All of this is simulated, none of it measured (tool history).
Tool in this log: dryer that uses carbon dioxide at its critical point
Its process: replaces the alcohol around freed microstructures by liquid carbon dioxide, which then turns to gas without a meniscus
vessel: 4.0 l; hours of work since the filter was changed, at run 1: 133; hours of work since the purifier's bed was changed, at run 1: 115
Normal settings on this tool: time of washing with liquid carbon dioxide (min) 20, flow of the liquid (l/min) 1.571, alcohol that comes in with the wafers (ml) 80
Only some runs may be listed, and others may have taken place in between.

run	hour	time of washing with liquid carbon dioxide (min)	flow of the liquid (l/min)	alcohol that comes in with the wafers (ml)	hours of work since the filter was changed	hours of work since the purifier's bed was changed	alcohol left in the vessel before it's heated (ppm by volume)
1	0.0	20	1.571	80	133	115	52
2	9.0	20	1.571	80	136	118	46
3	20.6	20	1.571	80	140	122	49
4	28.9	20	1.571	80	143	125	54
5	35.8	20	1.571	80	146	128	59
6	49.4	20	1.571	80	151	132	55
7	64.0	20	1.571	80	156	138	49
8	73.3	20	1.571	80	159	141	50
9	83.8	20	1.571	80	163	145	56
10	90.6	20	1.571	80	166	147	57
11	106.3	20	1.571	23	171	153	56
12	122.0	24	1.571	23	177	159	39
13	129.3	24	1.571	23	180	161	39
14	138.0	29	1.571	80	183	165	44
15	145.6	20	1.530	80	186	167	59
16	156.6	20	1.530	80	190	171	61
17	168.9	20	1.990	106	194	176	56
18	178.4	26	1.990	67	197	179	46
19	185.7	21	1.990	93	200	182	49
20	193.7	21	1.990	93	203	185	51
21	202.4	20	1.350	80	206	188	95

Here are 3 independent what-if runs from the current tool condition. What would each one return?
A	217.3	21	1.350	31	212	193	?
B	217.3	20	1.790	80	212	193	?
C	217.3	15	1.350	26	212	193	?

run	alcohol left in the vessel before it's heated (ppm by volume)
A	69
B	64
C	122
What these runs would have given with no unlogged condition in the tool:
run	alcohol left in the vessel before it's heated (ppm by volume)
A	20
B	13
C	56
